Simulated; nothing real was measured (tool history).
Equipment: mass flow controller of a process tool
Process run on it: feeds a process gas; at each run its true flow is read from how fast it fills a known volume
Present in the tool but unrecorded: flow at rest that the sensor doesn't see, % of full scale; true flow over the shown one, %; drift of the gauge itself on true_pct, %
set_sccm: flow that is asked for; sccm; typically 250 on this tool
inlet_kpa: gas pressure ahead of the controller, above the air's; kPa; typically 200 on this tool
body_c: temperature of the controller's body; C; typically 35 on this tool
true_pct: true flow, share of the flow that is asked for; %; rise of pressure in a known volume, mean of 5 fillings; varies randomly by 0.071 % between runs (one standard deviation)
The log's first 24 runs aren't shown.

run      day  set_sccm  inlet_kpa  body_c  hours of work since the controller was set to zero  hours of work since the controller was changed  true_pct
 25  391.021        86        229      35                                                1549                                            6435     98.06
 26  401.808       457        183      23                                                1644                                            6529     98.79
 27  417.450       457        183      23                                                1781                                            6666     98.88
 28  434.717       159        149      23                                                1932                                            6817     97.77
 29  449.138       159        142      38                                                2058                                            6944     98.63
 30  463.942       227        173      31                                                2188                                            7073     98.39
 31  484.600        59        209      26                                                2369                                            7254     97.31
 32  503.992       397        196      38                                                2538                                            7424     99.21
 33  516.042       397        196      38                                                2644                                            7530     99.24
 34  531.079       397        196      38                                                2776                                            7661     99.16
 35  542.212       397        196      38                                                2873                                            7759     99.07
 36  563.304       397        242      38                                                3058                                            7943     98.83
 37  584.700       397        242      38                                                3245                                            8131     98.80
 38  599.242       397        242      38                                                3372                                            8258     98.74
 39  621.667       122        222      26                                                3569                                            8454     97.19
     624.638  -- gauge calibrated
 40  641.392        94        202      31                                                3742                                            8627     98.88
 41  652.025        94        202      31                                                3835                                            8720     98.72
 42  672.429        94        202      31                                                4013                                            8899     98.63
 43  692.029       189        233      35                                                4185                                            9071     99.15
 44  705.662       140        246      35                                                4304                                            9190     98.92
 45  723.567       250        145      30                                                4461                                            9347     99.20

Branching from run 45: 3 alternative next runs. What would each branch give?
  A  742.850       410        145      24                                                4630                                            9516         ?
  B  742.850       179        145      24                                                4630                                            9516         ?
  C  742.850       250        200      27                                                4630                                            9516         ?

run  true_pct
  A     99.47
  B     98.57
  C     98.90
Stripped of hidden state, with their random variation kept, the same runs would have yielded:
run  true_pct
  A     99.75
  B     98.85
  C     99.18

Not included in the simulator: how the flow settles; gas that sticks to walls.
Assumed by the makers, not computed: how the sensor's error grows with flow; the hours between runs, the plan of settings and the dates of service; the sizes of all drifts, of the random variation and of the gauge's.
